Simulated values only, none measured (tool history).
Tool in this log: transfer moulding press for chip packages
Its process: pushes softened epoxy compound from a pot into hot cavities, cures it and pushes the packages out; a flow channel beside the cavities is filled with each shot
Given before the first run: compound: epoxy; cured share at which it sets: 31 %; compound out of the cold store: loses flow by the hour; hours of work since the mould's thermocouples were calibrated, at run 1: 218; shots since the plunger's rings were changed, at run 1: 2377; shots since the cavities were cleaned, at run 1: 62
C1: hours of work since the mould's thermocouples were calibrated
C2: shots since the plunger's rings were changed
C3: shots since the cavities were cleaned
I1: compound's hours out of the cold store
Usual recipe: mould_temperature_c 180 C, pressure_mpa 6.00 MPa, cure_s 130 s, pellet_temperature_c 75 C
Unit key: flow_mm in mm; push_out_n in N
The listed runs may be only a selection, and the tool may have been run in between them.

Run 1, hour 0.0: usual settings; C1 218; C2 2377; C3 62; I1 46.2. Result: flow_mm 513 mm, push_out_n 323 N.
Run 2, hour 7.6: usual settings; C1 223; C2 2442; C3 127; I1 44.2. Result: flow_mm 532 mm, push_out_n 365 N.
Run 3, hour 20.3: usual settings but pressure_mpa 6.10 MPa; C1 230; C2 2552; C3 237; I1 9.0. Result: flow_mm 677 mm, push_out_n 424 N.
At hour 23.8: plunger's sealing rings changed.
Run 4, hour 30.1: usual settings but pellet_temperature_c 68 C; C1 234; C2 53; C3 299; I1 12.4. Result: flow_mm 700 mm, push_out_n 445 N.
Run 5, hour 35.6: usual settings but pellet_temperature_c 68 C; C1 237; C2 100; C3 346; I1 46.3. Result: flow_mm 537 mm, push_out_n 398 N.
Run 6, hour 41.0: usual settings but pellet_temperature_c 68 C; C1 240; C2 147; C3 393; I1 38.0. Result: flow_mm 577 mm, push_out_n 440 N.
Run 7, hour 53.2: usual settings but pellet_temperature_c 68 C; C1 246; C2 252; C3 498; I1 45.0. Result: flow_mm 552 mm, push_out_n 473 N.
Run 8, hour 59.4: usual settings but pressure_mpa 7.07 MPa; C1 250; C2 306; C3 552; I1 35.6. Result: flow_mm 639 mm, push_out_n 468 N.
At hour 67.4: cavities cleaned with cleaning compound and waxed.
Run 9, hour 72.6: usual settings but pressure_mpa 7.07 MPa; C1 256; C2 407; C3 45; I1 25.8. Result: flow_mm 673 mm, push_out_n 526 N.
Run 10, hour 83.1: usual settings but pellet_temperature_c 76 C; C1 262; C2 497; C3 135; I1 26.7. Result: flow_mm 617 mm, push_out_n 523 N.
Run 11, hour 94.6: usual settings; C1 268; C2 595; C3 233; I1 34.0. Result: flow_mm 587 mm, push_out_n 522 N.
Run 12, hour 102.8: usual settings but pressure_mpa 5.69 MPa; C1 273; C2 666; C3 304; I1 32.4. Result: flow_mm 582 mm, push_out_n 528 N.
Run 13, hour 114.4: usual settings but pressure_mpa 5.69 MPa; C1 279; C2 766; C3 404; I1 41.6. Result: flow_mm 536 mm, push_out_n 534 N.
Run 14, hour 124.5: usual settings; C1 285; C2 853; C3 491; I1 11.3. Result: flow_mm 693 mm, push_out_n 581 N.
At hour 126.6: cavities cleaned with cleaning compound and waxed, once more.
Run 15, hour 135.6: usual settings; C1 290; C2 935; C3 77; I1 35.4. Result: flow_mm 573 mm, push_out_n 358 N.
Run 16, hour 146.4: usual settings; C1 296; C2 1028; C3 170; I1 12.4. Result: flow_mm 681 mm, push_out_n 412 N.
Run 17, hour 157.7: usual settings; C1 303; C2 1126; C3 268; I1 32.3. Result: flow_mm 587 mm, push_out_n 416 N.
Run 18, hour 166.7: usual settings but pressure_mpa 4.62 MPa, pellet_temperature_c 84 C; C1 308; C2 1204; C3 346; I1 40.6. Result: flow_mm 477 mm, push_out_n 427 N.
Run 19, hour 173.1: usual settings but pressure_mpa 4.62 MPa, pellet_temperature_c 84 C; C1 311; C2 1259; C3 401; I1 26.0. Result: flow_mm 533 mm, push_out_n 460 N.
Run 20, hour 185.7: usual settings but pressure_mpa 4.62 MPa, pellet_temperature_c 84 C; C1 318; C2 1367; C3 509; I1 36.1. Result: flow_mm 504 mm, push_out_n 469 N.
Run 21, hour 193.6: usual settings but pressure_mpa 5.70 MPa, pellet_temperature_c 76 C; C1 322; C2 1435; C3 577; I1 37.0. Result: flow_mm 542 mm, push_out_n 470 N.
At hour 198.8: cavities cleaned with cleaning compound and waxed.
Run 22, hour 205.0: usual settings but mould_temperature_c 182 C, pressure_mpa 5.70 MPa, cure_s 119 s, pellet_temperature_c 76 C; C1 328; C2 1520; C3 53; I1 25.3. Result: flow_mm 596 mm, push_out_n 370 N.
Run 23, hour 213.7: usual settings but mould_temperature_c 182 C, pressure_mpa 7.36 MPa, cure_s 119 s, pellet_temperature_c 70 C; C1 333; C2 1595; C3 128; I1 12.9. Result: flow_mm 736 mm, push_out_n 424 N.
Run 24, hour 221.1: usual settings but mould_temperature_c 187 C, pressure_mpa 7.18 MPa, cure_s 139 s, pellet_temperature_c 71 C; C1 337; C2 1658; C3 191; I1 34.0. Result: flow_mm 612 mm, push_out_n 324 N.
Run 25, hour 226.4: usual settings but mould_temperature_c 187 C, pressure_mpa 7.18 MPa, cure_s 124 s, pellet_temperature_c 83 C; C1 340; C2 1705; C3 238; I1 39.3. Result: flow_mm 579 mm, push_out_n 352 N.
Run 26, hour 237.2: usual settings but mould_temperature_c 187 C, pressure_mpa 7.18 MPa, cure_s 124 s, pellet_temperature_c 83 C; C1 346; C2 1797; C3 330; I1 32.9. Result: flow_mm 608 mm, push_out_n 377 N.
Run 27, hour 249.7: usual settings but cure_s 155 s; C1 353; C2 1905; C3 438; I1 13.6. Result: flow_mm 667 mm, push_out_n 392 N.
Run 28, hour 259.1: usual settings but pressure_mpa 6.86 MPa, cure_s 112 s; C1 358; C2 1986; C3 519; I1 11.4. Result: flow_mm 708 mm, push_out_n 678 N.
At hour 271.3: cavities cleaned with cleaning compound and waxed.
Run 29, hour 273.1: usual settings but mould_temperature_c 174 C, pressure_mpa 6.86 MPa, cure_s 112 s; C1 365; C2 2093; C3 15; I1 41.4. Result: flow_mm 592 mm, push_out_n 595 N.
Run 30, hour 285.1: usual settings but mould_temperature_c 174 C, pressure_mpa 6.86 MPa, cure_s 112 s; C1 371; C2 2197; C3 119; I1 16.9. Result: flow_mm 685 mm, push_out_n 755 N.

Forecast each of these 3 alternatives for the next run:
Run A, hour 295.0: usual settings but pressure_mpa 6.98 MPa, pellet_temperature_c 67 C; C1 377; C2 2282; C3 204; I1 28.8. Result: flow_mm ?, push_out_n ?.
Run B, hour 295.0: usual settings but mould_temperature_c 174 C, pressure_mpa 6.86 MPa, cure_s 139 s, pellet_temperature_c 71 C; C1 377; C2 2282; C3 204; I1 36.0. Result: flow_mm ?, push_out_n ?.
Run C, hour 295.0: usual settings but mould_temperature_c 181 C, pressure_mpa 4.64 MPa, cure_s 112 s; C1 377; C2 2282; C3 204; I1 19.6. Result: flow_mm ?, push_out_n ?.

run  flow_mm  push_out_n
  A      636         410
  B      613         489
  C      552         508
Without the tool's unlogged condition, the same runs would have read:
run  flow_mm  push_out_n
  A      664         316
  B      640         374
  C      577         387
